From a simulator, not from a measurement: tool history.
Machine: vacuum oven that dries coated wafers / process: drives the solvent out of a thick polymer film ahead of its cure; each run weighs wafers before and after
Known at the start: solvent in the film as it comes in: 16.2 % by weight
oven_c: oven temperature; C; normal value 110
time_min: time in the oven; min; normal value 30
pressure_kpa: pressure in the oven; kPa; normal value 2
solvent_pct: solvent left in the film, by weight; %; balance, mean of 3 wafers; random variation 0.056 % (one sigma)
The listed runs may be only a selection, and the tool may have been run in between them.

run 1 hour=0 | oven_c=110 time_min=30 pressure_kpa=2 | solvent_pct=2.28
run 2 hour=20.2 | oven_c=110 time_min=30 pressure_kpa=2 | solvent_pct=2.33
run 3 hour=45.8 | oven_c=110 time_min=30 pressure_kpa=2 | solvent_pct=2.27
run 4 hour=71.6 | oven_c=110 time_min=30 pressure_kpa=3.07 | solvent_pct=3.05
run 5 hour=114.5 | oven_c=110 time_min=30 pressure_kpa=4.57 | solvent_pct=4.07
run 6 hour=140.1 | oven_c=110 time_min=30 pressure_kpa=4.57 | solvent_pct=3.95
run 7 hour=178.8 | oven_c=110 time_min=30 pressure_kpa=4.57 | solvent_pct=4.09
run 8 hour=213.5 | oven_c=120 time_min=30 pressure_kpa=2 | solvent_pct=1.33
run 9 hour=249.4 | oven_c=110 time_min=30 pressure_kpa=2 | solvent_pct=2.42
run 10 hour=288.8 | oven_c=110 time_min=30 pressure_kpa=2 | solvent_pct=2.31
run 11 hour=328.8 | oven_c=110 time_min=30 pressure_kpa=2 | solvent_pct=2.4
run 12 hour=355.1 | oven_c=110 time_min=29 pressure_kpa=2 | solvent_pct=2.44
run 13 hour=393.4 | oven_c=109 time_min=29 pressure_kpa=2 | solvent_pct=2.54
run 14 hour=412.5 | oven_c=110 time_min=41 pressure_kpa=2 | solvent_pct=1.82
run 15 hour=439.9 | oven_c=110 time_min=41 pressure_kpa=2 | solvent_pct=1.89
run 16 hour=483.9 | oven_c=110 time_min=41 pressure_kpa=2 | solvent_pct=1.93
run 17 hour=512.6 | oven_c=110 time_min=41 pressure_kpa=2 | solvent_pct=1.75
run 18 hour=530.9 | oven_c=110 time_min=17 pressure_kpa=2 | solvent_pct=4.29
run 19 hour=560.2 | oven_c=110 time_min=17 pressure_kpa=2 | solvent_pct=4.24
run 20 hour=579 | oven_c=110 time_min=30 pressure_kpa=2 | solvent_pct=2.35
run 21 hour=606.2 | oven_c=124 time_min=54 pressure_kpa=1.17 | solvent_pct=0.53
run 22 hour=644.5 | oven_c=124 time_min=19 pressure_kpa=3.51 | solvent_pct=2.13
run 23 hour=688.9 | oven_c=124 time_min=19 pressure_kpa=3.51 | solvent_pct=2.2
run 24 hour=719.2 | oven_c=102 time_min=49 pressure_kpa=2 | solvent_pct=2.6
run 25 hour=746.8 | oven_c=102 time_min=49 pressure_kpa=1.74 | solvent_pct=2.27
run 26 hour=779.8 | oven_c=116 time_min=41 pressure_kpa=2 | solvent_pct=1.38
run 27 hour=803.5 | oven_c=114 time_min=25 pressure_kpa=5.65 | solvent_pct=4.38
run 28 hour=832.1 | oven_c=101 time_min=30 pressure_kpa=1.37 | solvent_pct=3.51
run 29 hour=862.5 | oven_c=105 time_min=30 pressure_kpa=2.63 | solvent_pct=3.76
run 30 hour=899.9 | oven_c=105 time_min=30 pressure_kpa=2.63 | solvent_pct=3.76
run 31 hour=925.3 | oven_c=98 time_min=35 pressure_kpa=2 | solvent_pct=4.18
run 32 hour=954.3 | oven_c=104 time_min=17 pressure_kpa=1.56 | solvent_pct=5.48
run 33 hour=986.9 | oven_c=104 time_min=18 pressure_kpa=4.25 | solvent_pct=6.88
run 34 hour=1010.5 | oven_c=113 time_min=30 pressure_kpa=3.42 | solvent_pct=2.77
run 35 hour=1029.1 | oven_c=113 time_min=30 pressure_kpa=3.42 | solvent_pct=2.76
run 36 hour=1073.7 | oven_c=114 time_min=36 pressure_kpa=5.34 | solvent_pct=3.64
run 37 hour=1093.5 | oven_c=120 time_min=43 pressure_kpa=3.46 | solvent_pct=1.96
run 38 hour=1137.5 | oven_c=100 time_min=18 pressure_kpa=4.4 | solvent_pct=8.08
run 39 hour=1164.6 | oven_c=100 time_min=18 pressure_kpa=4.4 | solvent_pct=7.94

Here are 4 independent what-if runs from the current tool condition. What would each one return?
run A hour=1197 | oven_c=100 time_min=50 pressure_kpa=4.4 | solvent_pct=?
run B hour=1197 | oven_c=110 time_min=28 pressure_kpa=2 | solvent_pct=?
run C hour=1197 | oven_c=119 time_min=30 pressure_kpa=2 | solvent_pct=?
run D hour=1197 | oven_c=114 time_min=30 pressure_kpa=2.56 | solvent_pct=?

run=A solvent_pct=5.27
run=B solvent_pct=2.53
run=C solvent_pct=1.33
run=D solvent_pct=2.17
Take away the tool's hidden state, keep each run's random variation, and the runs would have read:
run=A solvent_pct=5.32
run=B solvent_pct=2.56
run=C solvent_pct=1.29
run=D solvent_pct=2.18
